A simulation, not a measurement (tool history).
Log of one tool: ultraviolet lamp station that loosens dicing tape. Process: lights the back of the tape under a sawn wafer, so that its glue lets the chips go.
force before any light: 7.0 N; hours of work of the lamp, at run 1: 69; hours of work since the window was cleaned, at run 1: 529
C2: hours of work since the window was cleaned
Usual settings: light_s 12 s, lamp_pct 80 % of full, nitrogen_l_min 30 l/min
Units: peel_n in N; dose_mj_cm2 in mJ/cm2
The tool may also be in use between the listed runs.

{"run": 1, "hour": 0.0, "light_s": 12, "lamp_pct": 80, "nitrogen_l_min": 30, "hours of work of the lamp": 69, "C2": 529, "peel_n": 0.832, "dose_mj_cm2": 521}
{"run": 2, "hour": 12.2, "light_s": 12, "lamp_pct": 80, "nitrogen_l_min": 30, "hours of work of the lamp": 76, "C2": 537, "peel_n": 0.829, "dose_mj_cm2": 518}
{"run": 3, "hour": 18.8, "light_s": 12, "lamp_pct": 80, "nitrogen_l_min": 30, "hours of work of the lamp": 80, "C2": 541, "peel_n": 0.819, "dose_mj_cm2": 513}
{"run": 4, "hour": 28.2, "light_s": 12, "lamp_pct": 80, "nitrogen_l_min": 30, "hours of work of the lamp": 86, "C2": 546, "peel_n": 0.795, "dose_mj_cm2": 516}
{"run": 5, "hour": 34.0, "light_s": 12, "lamp_pct": 80, "nitrogen_l_min": 30, "hours of work of the lamp": 89, "C2": 549, "peel_n": 0.835, "dose_mj_cm2": 511}
{"run": 6, "hour": 42.8, "light_s": 12, "lamp_pct": 80, "nitrogen_l_min": 30, "hours of work of the lamp": 94, "C2": 555, "peel_n": 0.821, "dose_mj_cm2": 513}
{"run": 7, "hour": 51.4, "light_s": 12, "lamp_pct": 80, "nitrogen_l_min": 30, "hours of work of the lamp": 99, "C2": 560, "peel_n": 0.839, "dose_mj_cm2": 508}
{"hour": 60.7, "done": "window cleaned of glue's vapour"}
{"run": 8, "hour": 60.9, "light_s": 10, "lamp_pct": 80, "nitrogen_l_min": 30, "hours of work of the lamp": 105, "C2": 0, "peel_n": 1.24, "dose_mj_cm2": 403}
{"run": 9, "hour": 66.4, "light_s": 10, "lamp_pct": 80, "nitrogen_l_min": 30, "hours of work of the lamp": 108, "C2": 3, "peel_n": 1.282, "dose_mj_cm2": 397}
{"run": 10, "hour": 72.4, "light_s": 10, "lamp_pct": 80, "nitrogen_l_min": 30, "hours of work of the lamp": 111, "C2": 7, "peel_n": 1.256, "dose_mj_cm2": 393}
{"run": 11, "hour": 83.0, "light_s": 10, "lamp_pct": 80, "nitrogen_l_min": 30, "hours of work of the lamp": 118, "C2": 13, "peel_n": 1.328, "dose_mj_cm2": 394}
{"run": 12, "hour": 89.7, "light_s": 10, "lamp_pct": 80, "nitrogen_l_min": 30, "hours of work of the lamp": 122, "C2": 17, "peel_n": 1.289, "dose_mj_cm2": 393}
{"run": 13, "hour": 98.2, "light_s": 10, "lamp_pct": 80, "nitrogen_l_min": 30, "hours of work of the lamp": 127, "C2": 22, "peel_n": 1.292, "dose_mj_cm2": 389}
{"run": 14, "hour": 108.9, "light_s": 10, "lamp_pct": 80, "nitrogen_l_min": 30, "hours of work of the lamp": 133, "C2": 28, "peel_n": 1.261, "dose_mj_cm2": 387}
{"run": 15, "hour": 118.3, "light_s": 10, "lamp_pct": 80, "nitrogen_l_min": 30, "hours of work of the lamp": 138, "C2": 34, "peel_n": 1.282, "dose_mj_cm2": 385}
{"run": 16, "hour": 124.6, "light_s": 12, "lamp_pct": 80, "nitrogen_l_min": 30, "hours of work of the lamp": 142, "C2": 38, "peel_n": 0.982, "dose_mj_cm2": 470}
{"hour": 133.6, "done": "window cleaned of glue's vapour, once more"}
{"run": 17, "hour": 136.6, "light_s": 12, "lamp_pct": 80, "nitrogen_l_min": 30, "hours of work of the lamp": 149, "C2": 2, "peel_n": 0.666, "dose_mj_cm2": 573}
{"run": 18, "hour": 143.8, "light_s": 17, "lamp_pct": 80, "nitrogen_l_min": 30, "hours of work of the lamp": 153, "C2": 6, "peel_n": 0.376, "dose_mj_cm2": 799}
{"run": 19, "hour": 153.7, "light_s": 12, "lamp_pct": 92, "nitrogen_l_min": 30, "hours of work of the lamp": 159, "C2": 12, "peel_n": 0.529, "dose_mj_cm2": 657}
{"run": 20, "hour": 160.2, "light_s": 9, "lamp_pct": 64, "nitrogen_l_min": 49, "hours of work of the lamp": 163, "C2": 16, "peel_n": 1.334, "dose_mj_cm2": 340}
{"run": 21, "hour": 171.8, "light_s": 9, "lamp_pct": 64, "nitrogen_l_min": 49, "hours of work of the lamp": 170, "C2": 23, "peel_n": 1.362, "dose_mj_cm2": 345}
{"run": 22, "hour": 179.1, "light_s": 16, "lamp_pct": 64, "nitrogen_l_min": 23, "hours of work of the lamp": 174, "C2": 27, "peel_n": 0.682, "dose_mj_cm2": 603}
{"run": 23, "hour": 188.3, "light_s": 8, "lamp_pct": 84, "nitrogen_l_min": 49, "hours of work of the lamp": 179, "C2": 32, "peel_n": 1.071, "dose_mj_cm2": 393}
{"run": 24, "hour": 197.6, "light_s": 8, "lamp_pct": 84, "nitrogen_l_min": 25, "hours of work of the lamp": 185, "C2": 38, "peel_n": 1.402, "dose_mj_cm2": 390}
{"run": 25, "hour": 208.6, "light_s": 7, "lamp_pct": 68, "nitrogen_l_min": 25, "hours of work of the lamp": 191, "C2": 44, "peel_n": 2.208, "dose_mj_cm2": 275}
{"run": 26, "hour": 216.1, "light_s": 10, "lamp_pct": 68, "nitrogen_l_min": 32, "hours of work of the lamp": 196, "C2": 49, "peel_n": 1.229, "dose_mj_cm2": 399}
{"run": 27, "hour": 221.0, "light_s": 8, "lamp_pct": 71, "nitrogen_l_min": 27, "hours of work of the lamp": 199, "C2": 52, "peel_n": 1.712, "dose_mj_cm2": 331}
{"run": 28, "hour": 227.2, "light_s": 12, "lamp_pct": 64, "nitrogen_l_min": 27, "hours of work of the lamp": 202, "C2": 55, "peel_n": 1.099, "dose_mj_cm2": 441}
{"run": 29, "hour": 232.7, "light_s": 12, "lamp_pct": 72, "nitrogen_l_min": 12, "hours of work of the lamp": 206, "C2": 58, "peel_n": 1.269, "dose_mj_cm2": 496}
{"run": 30, "hour": 240.6, "light_s": 17, "lamp_pct": 64, "nitrogen_l_min": 19, "hours of work of the lamp": 210, "C2": 63, "peel_n": 0.723, "dose_mj_cm2": 628}
{"run": 31, "hour": 252.1, "light_s": 8, "lamp_pct": 97, "nitrogen_l_min": 20, "hours of work of the lamp": 217, "C2": 70, "peel_n": 1.232, "dose_mj_cm2": 451}
{"run": 32, "hour": 259.4, "light_s": 8, "lamp_pct": 80, "nitrogen_l_min": 15, "hours of work of the lamp": 221, "C2": 74, "peel_n": 1.804, "dose_mj_cm2": 363}
{"run": 33, "hour": 266.1, "light_s": 8, "lamp_pct": 80, "nitrogen_l_min": 15, "hours of work of the lamp": 225, "C2": 78, "peel_n": 1.869, "dose_mj_cm2": 364}
{"run": 34, "hour": 277.4, "light_s": 18, "lamp_pct": 89, "nitrogen_l_min": 24, "hours of work of the lamp": 232, "C2": 85, "peel_n": 0.323, "dose_mj_cm2": 919}
{"run": 35, "hour": 285.7, "light_s": 12, "lamp_pct": 78, "nitrogen_l_min": 30, "hours of work of the lamp": 237, "C2": 90, "peel_n": 0.769, "dose_mj_cm2": 539}

The same runs without the tool's hidden state, with the same run-to-run variation:
The hidden state here: lamp's light, % of a new lamp's; light that the window lets through, % of a clean one's; drift of the gauge itself on peel_n, %; drift of the gauge itself on dose_mj_cm2, %.
run=1 peel_n=0.644 dose_mj_cm2=599
run=2 peel_n=0.638 dose_mj_cm2=598
run=3 peel_n=0.629 dose_mj_cm2=593
run=4 peel_n=0.606 dose_mj_cm2=598
run=5 peel_n=0.636 dose_mj_cm2=594
run=6 peel_n=0.624 dose_mj_cm2=597
run=7 peel_n=0.634 dose_mj_cm2=593
run=8 peel_n=0.848 dose_mj_cm2=506
run=9 peel_n=0.876 dose_mj_cm2=499
run=10 peel_n=0.854 dose_mj_cm2=495
run=11 peel_n=0.9 dose_mj_cm2=499
run=12 peel_n=0.87 dose_mj_cm2=497
run=13 peel_n=0.87 dose_mj_cm2=495
run=14 peel_n=0.841 dose_mj_cm2=493
run=15 peel_n=0.856 dose_mj_cm2=493
run=16 peel_n=0.632 dose_mj_cm2=601
run=17 peel_n=0.614 dose_mj_cm2=599
run=18 peel_n=0.351 dose_mj_cm2=837
run=19 peel_n=0.484 dose_mj_cm2=690
run=20 peel_n=1.234 dose_mj_cm2=357
run=21 peel_n=1.255 dose_mj_cm2=364
run=22 peel_n=0.615 dose_mj_cm2=637
run=23 peel_n=0.971 dose_mj_cm2=416
run=24 peel_n=1.278 dose_mj_cm2=415
run=25 peel_n=2.051 dose_mj_cm2=294
run=26 peel_n=1.105 dose_mj_cm2=426
run=27 peel_n=1.561 dose_mj_cm2=354
run=28 peel_n=0.98 dose_mj_cm2=473
run=29 peel_n=1.137 dose_mj_cm2=532
run=30 peel_n=0.631 dose_mj_cm2=675
run=31 peel_n=1.092 dose_mj_cm2=486
run=32 peel_n=1.629 dose_mj_cm2=393
run=33 peel_n=1.685 dose_mj_cm2=394
run=34 peel_n=0.29 dose_mj_cm2=998
run=35 peel_n=0.657 dose_mj_cm2=586
